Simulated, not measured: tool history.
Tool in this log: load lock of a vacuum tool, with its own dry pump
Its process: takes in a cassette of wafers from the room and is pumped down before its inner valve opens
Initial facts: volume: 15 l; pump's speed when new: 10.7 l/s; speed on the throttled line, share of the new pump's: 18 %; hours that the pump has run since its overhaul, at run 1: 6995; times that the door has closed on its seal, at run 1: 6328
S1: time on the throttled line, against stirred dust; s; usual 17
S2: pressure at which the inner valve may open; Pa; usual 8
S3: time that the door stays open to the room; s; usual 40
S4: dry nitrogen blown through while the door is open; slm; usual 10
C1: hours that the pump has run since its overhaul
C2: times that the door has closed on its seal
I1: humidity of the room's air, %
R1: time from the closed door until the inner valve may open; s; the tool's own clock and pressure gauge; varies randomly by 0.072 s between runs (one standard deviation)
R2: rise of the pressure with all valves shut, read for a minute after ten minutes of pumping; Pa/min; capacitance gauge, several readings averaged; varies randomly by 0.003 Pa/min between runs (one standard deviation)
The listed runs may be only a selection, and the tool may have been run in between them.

| run | day | S1 | S2 | S3 | S4 | C1 | C2 | I1 | R1 | R2 |
|---|---|---|---|---|---|---|---|---|---|---|
| 1 | 0.000 | 17 | 8 | 40 | 10 | 6995 | 6328 | 45.7 | 27.32 | 0.042 |
| 2 | 2.371 | 17 | 8 | 40 | 10 | 7052 | 6437 | 42.5 | 27.40 | 0.030 |
| 3 | 6.912 | 17 | 8 | 171 | 10 | 7161 | 6645 | 44.9 | 27.29 | 0.083 |
| 4 | 9.350 | 17 | 8 | 171 | 10 | 7219 | 6756 | 46.4 | 27.52 | 0.081 |
| 5 | 12.917 | 17 | 8 | 40 | 10 | 7305 | 6919 | 49.7 | 27.42 | 0.036 |
| 6 | 16.175 | 17 | 8 | 40 | 10 | 7383 | 7068 | 45.1 | 27.36 | 0.037 |
| 7 | 18.258 | 17 | 8 | 40 | 10 | 7433 | 7164 | 43.8 | 27.30 | 0.038 |
| 8 | 20.125 | 9 | 8 | 40 | 10 | 7478 | 7249 | 45.5 | 20.80 | 0.033 |
| 9 | 24.342 | 9 | 8 | 40 | 10 | 7579 | 7442 | 42.9 | 20.77 | 0.036 |
| 10 | 27.904 | 9 | 8 | 40 | 10 | 7664 | 7605 | 45.0 | 20.81 | 0.034 |
| 11 | 30.283 | 9 | 8 | 40 | 10 | 7722 | 7714 | 41.7 | 20.83 | 0.032 |
| 12 | 33.267 | 9 | 8 | 40 | 10 | 7793 | 7851 | 48.1 | 20.80 | 0.040 |
| 13 | 37.467 | 17 | 13 | 40 | 10 | 7894 | 8043 | 47.1 | 26.62 | 0.042 |
| 14 | 40.471 | 17 | 13 | 40 | 10 | 7966 | 8180 | 45.0 | 26.65 | 0.037 |
| 15 | 43.179 | 17 | 13 | 40 | 10 | 8031 | 8304 | 42.3 | 26.75 | 0.034 |
| 16 | 45.592 | 11 | 7 | 178 | 18 | 8089 | 8415 | 43.9 | 22.66 | 0.068 |
| 17 | 47.638 | 11 | 7 | 178 | 18 | 8138 | 8508 | 49.2 | 22.72 | 0.077 |
| 18 | 51.412 | 11 | 7 | 178 | 18 | 8229 | 8681 | 48.0 | 22.68 | 0.070 |
| 19 | 54.446 | 21 | 6 | 40 | 10 | 8302 | 8820 | 48.6 | 31.18 | 0.041 |
| 20 | 57.454 | 17 | 12 | 40 | 5 | 8374 | 8957 | 46.7 | 26.90 | 0.043 |
| 21 | 59.796 | 31 | 16 | 25 | 37 | 8430 | 9065 | 45.8 | 38.00 | 0.022 |
| 22 | 62.392 | 15 | 6 | 57 | 8 | 8492 | 9183 | 43.8 | 26.09 | 0.049 |
| 23 | 64.675 | 15 | 6 | 57 | 8 | 8547 | 9288 | 46.5 | 26.14 | 0.042 |
| 24 | 67.450 | 17 | 8 | 103 | 27 | 8614 | 9415 | 42.3 | 27.35 | 0.047 |
| 25 | 69.929 | 17 | 12 | 51 | 27 | 8673 | 9528 | 47.3 | 26.82 | 0.033 |

Below are 3 alternative next runs, each starting from the tool's condition after run 25. Predict each:
| A | 72.038 | 33 | 8 | 33 | 6 | 8724 | 9625 | 44.9 | ? | ? |
| B | 72.038 | 12 | 12 | 51 | 27 | 8724 | 9625 | 43.7 | ? | ? |
| C | 72.038 | 29 | 8 | 51 | 20 | 8724 | 9625 | 45.8 | ? | ? |

| run | R1 | R2 |
|---|---|---|
| A | 40.61 | 0.036 |
| B | 22.80 | 0.032 |
| C | 37.31 | 0.033 |
The same runs, with their run-to-run variation unchanged, on a tool lacking any hidden condition would have given:
| run | R1 | R2 |
|---|---|---|
| A | 40.60 | 0.035 |
| B | 22.79 | 0.032 |
| C | 37.31 | 0.033 |

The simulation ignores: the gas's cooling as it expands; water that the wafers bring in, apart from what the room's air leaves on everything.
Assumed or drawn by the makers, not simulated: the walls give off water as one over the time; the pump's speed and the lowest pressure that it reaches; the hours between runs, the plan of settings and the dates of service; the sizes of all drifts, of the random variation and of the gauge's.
